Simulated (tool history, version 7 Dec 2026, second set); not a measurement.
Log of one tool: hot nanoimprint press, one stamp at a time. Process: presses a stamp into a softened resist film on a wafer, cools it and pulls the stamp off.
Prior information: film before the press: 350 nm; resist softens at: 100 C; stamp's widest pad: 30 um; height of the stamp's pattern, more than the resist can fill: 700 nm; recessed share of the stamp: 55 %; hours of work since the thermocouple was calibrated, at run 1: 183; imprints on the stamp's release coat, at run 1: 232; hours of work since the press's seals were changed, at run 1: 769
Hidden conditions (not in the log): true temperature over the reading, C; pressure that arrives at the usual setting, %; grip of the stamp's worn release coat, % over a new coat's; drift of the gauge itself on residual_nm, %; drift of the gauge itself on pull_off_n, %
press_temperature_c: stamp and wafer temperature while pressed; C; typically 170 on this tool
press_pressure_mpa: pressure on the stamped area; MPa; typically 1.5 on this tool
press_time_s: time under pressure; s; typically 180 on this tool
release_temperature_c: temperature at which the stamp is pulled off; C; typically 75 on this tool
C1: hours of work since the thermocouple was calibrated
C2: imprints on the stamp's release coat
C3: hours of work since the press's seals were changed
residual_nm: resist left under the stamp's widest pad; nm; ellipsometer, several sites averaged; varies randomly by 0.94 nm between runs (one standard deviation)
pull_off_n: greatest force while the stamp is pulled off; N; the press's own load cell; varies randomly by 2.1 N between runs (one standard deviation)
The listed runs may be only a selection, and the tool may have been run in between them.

run 1 hour=0 | press_temperature_c=170 press_pressure_mpa=1.5 press_time_s=180 release_temperature_c=75 | C1=183 C2=232 C3=769 | residual_nm=164.9 pull_off_n=125
run 2 hour=27.1 | press_temperature_c=170 press_pressure_mpa=1.5 press_time_s=180 release_temperature_c=75 | C1=197 C2=343 C3=783 | residual_nm=166.4 pull_off_n=122
run 3 hour=45.5 | press_temperature_c=170 press_pressure_mpa=1.5 press_time_s=180 release_temperature_c=63 | C1=207 C2=419 C3=793 | residual_nm=164 pull_off_n=130
run 4 hour=65.6 | press_temperature_c=170 press_pressure_mpa=1.5 press_time_s=180 release_temperature_c=72 | C1=217 C2=502 C3=804 | residual_nm=166.8 pull_off_n=130
run 5 hour=107.8 | press_temperature_c=170 press_pressure_mpa=1.5 press_time_s=180 release_temperature_c=75 | C1=239 C2=676 C3=826 | residual_nm=167.3 pull_off_n=131
run 6 hour=132.5 | press_temperature_c=170 press_pressure_mpa=1.5 press_time_s=180 release_temperature_c=75 | C1=252 C2=777 C3=839 | residual_nm=166.5 pull_off_n=133
run 7 hour=151.7 | press_temperature_c=170 press_pressure_mpa=1.5 press_time_s=180 release_temperature_c=75 | C1=262 C2=856 C3=849 | residual_nm=169.5 pull_off_n=131
run 8 hour=178.2 | press_temperature_c=170 press_pressure_mpa=1.5 press_time_s=180 release_temperature_c=75 | C1=276 C2=965 C3=863 | residual_nm=171 pull_off_n=133
run 9 hour=202.7 | press_temperature_c=170 press_pressure_mpa=1.5 press_time_s=180 release_temperature_c=75 | C1=289 C2=1066 C3=876 | residual_nm=170.1 pull_off_n=139
run 10 hour=224.7 | press_temperature_c=170 press_pressure_mpa=1.5 press_time_s=180 release_temperature_c=75 | C1=301 C2=1157 C3=887 | residual_nm=167.2 pull_off_n=141
run 11 hour=244.6 | press_temperature_c=170 press_pressure_mpa=1.5 press_time_s=180 release_temperature_c=75 | C1=311 C2=1239 C3=898 | residual_nm=170.5 pull_off_n=143
run 12 hour=278.9 | press_temperature_c=170 press_pressure_mpa=1.5 press_time_s=180 release_temperature_c=75 | C1=329 C2=1380 C3=916 | residual_nm=172.2 pull_off_n=149
run 13 hour=311 | press_temperature_c=170 press_pressure_mpa=1.5 press_time_s=197 release_temperature_c=75 | C1=346 C2=1512 C3=933 | residual_nm=167.6 pull_off_n=151
run 14 hour=331.9 | press_temperature_c=170 press_pressure_mpa=1.5 press_time_s=197 release_temperature_c=75 | C1=357 C2=1598 C3=944 | residual_nm=166.9 pull_off_n=155
-- hour=363.6 press's hydraulic seals changed and the load cell set to zero
-- hour=383.4 stamp cleaned and given a new release coat
run 15 hour=386.5 | press_temperature_c=170 press_pressure_mpa=1.5 press_time_s=197 release_temperature_c=75 | C1=378 C2=12 C3=9 | residual_nm=165.1 pull_off_n=116
run 16 hour=412.9 | press_temperature_c=170 press_pressure_mpa=1.5 press_time_s=114 release_temperature_c=81 | C1=392 C2=121 C3=23 | residual_nm=200.6 pull_off_n=111
run 17 hour=453.4 | press_temperature_c=160 press_pressure_mpa=1.5 press_time_s=315 release_temperature_c=81 | C1=414 C2=288 C3=44 | residual_nm=239.9 pull_off_n=117
run 18 hour=479.9 | press_temperature_c=160 press_pressure_mpa=1.5 press_time_s=304 release_temperature_c=70 | C1=427 C2=397 C3=58 | residual_nm=244.7 pull_off_n=126
run 19 hour=512.4 | press_temperature_c=174 press_pressure_mpa=1.5 press_time_s=105 release_temperature_c=64 | C1=445 C2=531 C3=75 | residual_nm=172 pull_off_n=137
run 20 hour=539.7 | press_temperature_c=161 press_pressure_mpa=1.87 press_time_s=180 release_temperature_c=75 | C1=459 C2=643 C3=89 | residual_nm=250.8 pull_off_n=128
-- hour=546.2 plate thermocouple calibrated
run 21 hour=576.8 | press_temperature_c=158 press_pressure_mpa=1.5 press_time_s=93 release_temperature_c=74 | C1=16 C2=784 C3=107 | residual_nm=320.3 pull_off_n=131
run 22 hour=612.3 | press_temperature_c=170 press_pressure_mpa=1.27 press_time_s=180 release_temperature_c=72 | C1=35 C2=930 C3=126 | residual_nm=195.9 pull_off_n=140
run 23 hour=634.9 | press_temperature_c=160 press_pressure_mpa=1.5 press_time_s=180 release_temperature_c=83 | C1=47 C2=1023 C3=138 | residual_nm=284.3 pull_off_n=135
run 24 hour=674.4 | press_temperature_c=160 press_pressure_mpa=1.5 press_time_s=180 release_temperature_c=83 | C1=67 C2=1185 C3=159 | residual_nm=285.2 pull_off_n=137
-- hour=683.4 plate thermocouple calibrated, once more
run 25 hour=710.2 | press_temperature_c=170 press_pressure_mpa=1.07 press_time_s=304 release_temperature_c=75 | C1=14 C2=1321 C3=176 | residual_nm=145.4 pull_off_n=143
run 26 hour=748.3 | press_temperature_c=162 press_pressure_mpa=1.16 press_time_s=170 release_temperature_c=75 | C1=34 C2=1478 C3=196 | residual_nm=259.4 pull_off_n=147
run 27 hour=779.2 | press_temperature_c=165 press_pressure_mpa=1.25 press_time_s=180 release_temperature_c=75 | C1=50 C2=1605 C3=212 | residual_nm=218.3 pull_off_n=151
run 28 hour=812.1 | press_temperature_c=165 press_pressure_mpa=1.11 press_time_s=180 release_temperature_c=70 | C1=68 C2=1740 C3=229 | residual_nm=228.8 pull_off_n=159
-- hour=822.9 stamp cleaned and given a new release coat
run 29 hour=837 | press_temperature_c=167 press_pressure_mpa=1.2 press_time_s=125 release_temperature_c=82 | C1=78 C2=58 C3=239 | residual_nm=228 pull_off_n=113

Predict each of these 5 candidate next runs independently; none follows another, all start after run 29:
run A hour=863.2 | press_temperature_c=170 press_pressure_mpa=1.53 press_time_s=125 release_temperature_c=82 | C1=91 C2=166 C3=253 | residual_nm=? pull_off_n=?
run B hour=863.2 | press_temperature_c=173 press_pressure_mpa=1.54 press_time_s=125 release_temperature_c=82 | C1=91 C2=166 C3=253 | residual_nm=? pull_off_n=?
run C hour=863.2 | press_temperature_c=175 press_pressure_mpa=1.5 press_time_s=180 release_temperature_c=75 | C1=91 C2=166 C3=253 | residual_nm=? pull_off_n=?
run D hour=863.2 | press_temperature_c=164 press_pressure_mpa=1.2 press_time_s=125 release_temperature_c=62 | C1=91 C2=166 C3=253 | residual_nm=? pull_off_n=?
run E hour=863.2 | press_temperature_c=170 press_pressure_mpa=1.5 press_time_s=156 release_temperature_c=75 | C1=91 C2=166 C3=253 | residual_nm=? pull_off_n=?

run=A residual_nm=180 pull_off_n=117
run=B residual_nm=153.3 pull_off_n=117
run=C residual_nm=120 pull_off_n=122
run=D residual_nm=254.7 pull_off_n=128
run=E residual_nm=167 pull_off_n=121
The same runs, with their run-to-run variation unchanged, on a tool lacking any hidden condition would have given:
run=A residual_nm=176.4 pull_off_n=113
run=B residual_nm=150 pull_off_n=114
run=C residual_nm=117.3 pull_off_n=118
run=D residual_nm=251.1 pull_off_n=123
run=E residual_nm=163.5 pull_off_n=118
